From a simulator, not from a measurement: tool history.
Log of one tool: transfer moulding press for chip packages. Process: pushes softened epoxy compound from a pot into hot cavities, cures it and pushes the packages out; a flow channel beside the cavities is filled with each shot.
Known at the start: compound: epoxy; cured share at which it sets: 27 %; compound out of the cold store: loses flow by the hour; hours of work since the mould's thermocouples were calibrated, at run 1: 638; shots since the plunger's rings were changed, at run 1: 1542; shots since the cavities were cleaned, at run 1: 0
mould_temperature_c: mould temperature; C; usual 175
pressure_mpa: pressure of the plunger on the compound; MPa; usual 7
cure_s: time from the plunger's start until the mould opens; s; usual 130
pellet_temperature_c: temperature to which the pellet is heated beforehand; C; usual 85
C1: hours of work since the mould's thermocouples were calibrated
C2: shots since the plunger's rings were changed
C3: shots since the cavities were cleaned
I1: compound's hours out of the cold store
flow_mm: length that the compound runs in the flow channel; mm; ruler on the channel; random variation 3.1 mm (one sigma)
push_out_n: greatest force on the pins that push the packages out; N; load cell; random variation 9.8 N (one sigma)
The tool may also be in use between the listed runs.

{"run": 1, "hour": 0.0, "mould_temperature_c": 175, "pressure_mpa": 7, "cure_s": 130, "pellet_temperature_c": 85, "C1": 638, "C2": 1542, "C3": 0, "I1": 29.9, "flow_mm": 526, "push_out_n": 475}
{"run": 2, "hour": 19.9, "mould_temperature_c": 175, "pressure_mpa": 7, "cure_s": 130, "pellet_temperature_c": 85, "C1": 652, "C2": 1745, "C3": 203, "I1": 41.9, "flow_mm": 490, "push_out_n": 633}
{"run": 3, "hour": 36.9, "mould_temperature_c": 175, "pressure_mpa": 7, "cure_s": 130, "pellet_temperature_c": 85, "C1": 664, "C2": 1918, "C3": 376, "I1": 11.8, "flow_mm": 584, "push_out_n": 742}
{"run": 4, "hour": 55.4, "mould_temperature_c": 175, "pressure_mpa": 7, "cure_s": 130, "pellet_temperature_c": 85, "C1": 676, "C2": 2107, "C3": 565, "I1": 20.5, "flow_mm": 551, "push_out_n": 818}
{"run": 5, "hour": 66.1, "mould_temperature_c": 175, "pressure_mpa": 7, "cure_s": 130, "pellet_temperature_c": 85, "C1": 684, "C2": 2216, "C3": 674, "I1": 47.9, "flow_mm": 476, "push_out_n": 829}
{"hour": 82.5, "done": "cavities cleaned with cleaning compound and waxed"}
{"run": 6, "hour": 88.6, "mould_temperature_c": 175, "pressure_mpa": 7, "cure_s": 130, "pellet_temperature_c": 85, "C1": 698, "C2": 2431, "C3": 63, "I1": 46.2, "flow_mm": 477, "push_out_n": 507}
{"run": 7, "hour": 109.6, "mould_temperature_c": 175, "pressure_mpa": 7, "cure_s": 130, "pellet_temperature_c": 85, "C1": 713, "C2": 2645, "C3": 277, "I1": 23.3, "flow_mm": 540, "push_out_n": 660}
{"run": 8, "hour": 124.8, "mould_temperature_c": 175, "pressure_mpa": 7, "cure_s": 130, "pellet_temperature_c": 85, "C1": 723, "C2": 2800, "C3": 432, "I1": 33.3, "flow_mm": 512, "push_out_n": 732}
{"run": 9, "hour": 149.7, "mould_temperature_c": 175, "pressure_mpa": 7, "cure_s": 130, "pellet_temperature_c": 85, "C1": 740, "C2": 3054, "C3": 686, "I1": 26.8, "flow_mm": 529, "push_out_n": 836}
{"hour": 165.6, "done": "cavities cleaned with cleaning compound and waxed"}
{"run": 10, "hour": 171.5, "mould_temperature_c": 175, "pressure_mpa": 7, "cure_s": 130, "pellet_temperature_c": 85, "C1": 754, "C2": 3261, "C3": 59, "I1": 44.5, "flow_mm": 488, "push_out_n": 526}
{"run": 11, "hour": 184.7, "mould_temperature_c": 175, "pressure_mpa": 7, "cure_s": 130, "pellet_temperature_c": 85, "C1": 764, "C2": 3397, "C3": 195, "I1": 8.8, "flow_mm": 585, "push_out_n": 645}
{"run": 12, "hour": 198.1, "mould_temperature_c": 175, "pressure_mpa": 7, "cure_s": 130, "pellet_temperature_c": 85, "C1": 773, "C2": 3533, "C3": 331, "I1": 42.9, "flow_mm": 485, "push_out_n": 681}
{"run": 13, "hour": 224.0, "mould_temperature_c": 175, "pressure_mpa": 7, "cure_s": 130, "pellet_temperature_c": 85, "C1": 791, "C2": 3798, "C3": 596, "I1": 18.6, "flow_mm": 553, "push_out_n": 845}
{"hour": 248.4, "done": "cavities cleaned with cleaning compound and waxed"}
{"run": 14, "hour": 248.6, "mould_temperature_c": 175, "pressure_mpa": 7, "cure_s": 130, "pellet_temperature_c": 85, "C1": 807, "C2": 4034, "C3": 2, "I1": 41.1, "flow_mm": 488, "push_out_n": 472}
{"run": 15, "hour": 270.4, "mould_temperature_c": 175, "pressure_mpa": 7, "cure_s": 130, "pellet_temperature_c": 85, "C1": 822, "C2": 4256, "C3": 224, "I1": 12.6, "flow_mm": 564, "push_out_n": 651}
{"run": 16, "hour": 293.0, "mould_temperature_c": 175, "pressure_mpa": 7, "cure_s": 128, "pellet_temperature_c": 85, "C1": 837, "C2": 4486, "C3": 454, "I1": 38.9, "flow_mm": 493, "push_out_n": 776}
{"run": 17, "hour": 313.9, "mould_temperature_c": 180, "pressure_mpa": 7.98, "cure_s": 128, "pellet_temperature_c": 85, "C1": 852, "C2": 4700, "C3": 668, "I1": 9.1, "flow_mm": 594, "push_out_n": 773}
{"hour": 331.9, "done": "cavities cleaned with cleaning compound and waxed"}
{"run": 18, "hour": 332.8, "mould_temperature_c": 180, "pressure_mpa": 7.98, "cure_s": 127, "pellet_temperature_c": 85, "C1": 863, "C2": 4878, "C3": 9, "I1": 40, "flow_mm": 507, "push_out_n": 439}
{"run": 19, "hour": 346.0, "mould_temperature_c": 175, "pressure_mpa": 6.42, "cure_s": 111, "pellet_temperature_c": 83, "C1": 873, "C2": 5013, "C3": 144, "I1": 39.9, "flow_mm": 467, "push_out_n": 680}
{"hour": 357.4, "done": "mould's thermocouples calibrated"}
{"hour": 364.4, "done": "plunger's sealing rings changed"}
{"run": 20, "hour": 369.6, "mould_temperature_c": 175, "pressure_mpa": 6.42, "cure_s": 111, "pellet_temperature_c": 83, "C1": 7, "C2": 52, "C3": 338, "I1": 39.1, "flow_mm": 480, "push_out_n": 773}
{"run": 21, "hour": 394.5, "mould_temperature_c": 175, "pressure_mpa": 6.42, "cure_s": 111, "pellet_temperature_c": 83, "C1": 24, "C2": 307, "C3": 593, "I1": 27.8, "flow_mm": 511, "push_out_n": 901}
{"run": 22, "hour": 412.5, "mould_temperature_c": 175, "pressure_mpa": 6.42, "cure_s": 111, "pellet_temperature_c": 83, "C1": 36, "C2": 490, "C3": 776, "I1": 42.5, "flow_mm": 467, "push_out_n": 929}
{"hour": 418.2, "done": "cavities cleaned with cleaning compound and waxed"}
{"run": 23, "hour": 434.1, "mould_temperature_c": 172, "pressure_mpa": 7, "cure_s": 136, "pellet_temperature_c": 85, "C1": 50, "C2": 695, "C3": 162, "I1": 25.6, "flow_mm": 545, "push_out_n": 609}
{"run": 24, "hour": 454.0, "mould_temperature_c": 172, "pressure_mpa": 7, "cure_s": 136, "pellet_temperature_c": 85, "C1": 64, "C2": 898, "C3": 365, "I1": 9.9, "flow_mm": 599, "push_out_n": 727}
{"run": 25, "hour": 468.8, "mould_temperature_c": 181, "pressure_mpa": 5.97, "cure_s": 116, "pellet_temperature_c": 91, "C1": 74, "C2": 1050, "C3": 517, "I1": 12.3, "flow_mm": 516, "push_out_n": 732}
{"run": 26, "hour": 481.0, "mould_temperature_c": 169, "pressure_mpa": 6.22, "cure_s": 131, "pellet_temperature_c": 86, "C1": 82, "C2": 1174, "C3": 641, "I1": 9.1, "flow_mm": 569, "push_out_n": 1050}
{"hour": 500.5, "done": "cavities cleaned with cleaning compound and waxed"}
{"run": 27, "hour": 502.4, "mould_temperature_c": 169, "pressure_mpa": 6.22, "cure_s": 131, "pellet_temperature_c": 86, "C1": 96, "C2": 1378, "C3": 19, "I1": 12.8, "flow_mm": 558, "push_out_n": 659}

5 ways to go on from here, each from the tool as it stands after run 27. What would each give?
{"run": "A", "hour": 521.8, "mould_temperature_c": 169, "pressure_mpa": 8.55, "cure_s": 120, "pellet_temperature_c": 86, "C1": 109, "C2": 1576, "C3": 217, "I1": 47.9, "flow_mm": "?", "push_out_n": "?"}
{"run": "B", "hour": 521.8, "mould_temperature_c": 172, "pressure_mpa": 5.27, "cure_s": 115, "pellet_temperature_c": 86, "C1": 109, "C2": 1576, "C3": 217, "I1": 14.8, "flow_mm": "?", "push_out_n": "?"}
{"run": "C", "hour": 521.8, "mould_temperature_c": 183, "pressure_mpa": 5.94, "cure_s": 169, "pellet_temperature_c": 85, "C1": 109, "C2": 1576, "C3": 217, "I1": 11.2, "flow_mm": "?", "push_out_n": "?"}
{"run": "D", "hour": 521.8, "mould_temperature_c": 175, "pressure_mpa": 7.29, "cure_s": 159, "pellet_temperature_c": 85, "C1": 109, "C2": 1576, "C3": 217, "I1": 13.2, "flow_mm": "?", "push_out_n": "?"}
{"run": "E", "hour": 521.8, "mould_temperature_c": 175, "pressure_mpa": 7, "cure_s": 133, "pellet_temperature_c": 78, "C1": 109, "C2": 1576, "C3": 217, "I1": 28.8, "flow_mm": "?", "push_out_n": "?"}

run=A flow_mm=542 push_out_n=837
run=B flow_mm=502 push_out_n=826
run=C flow_mm=513 push_out_n=563
run=D flow_mm=587 push_out_n=579
run=E flow_mm=523 push_out_n=609
Without the tool's hidden state the same runs would have given:
run=A flow_mm=546 push_out_n=604
run=B flow_mm=507 push_out_n=598
run=C flow_mm=517 push_out_n=415
run=D flow_mm=592 push_out_n=426
run=E flow_mm=527 push_out_n=445
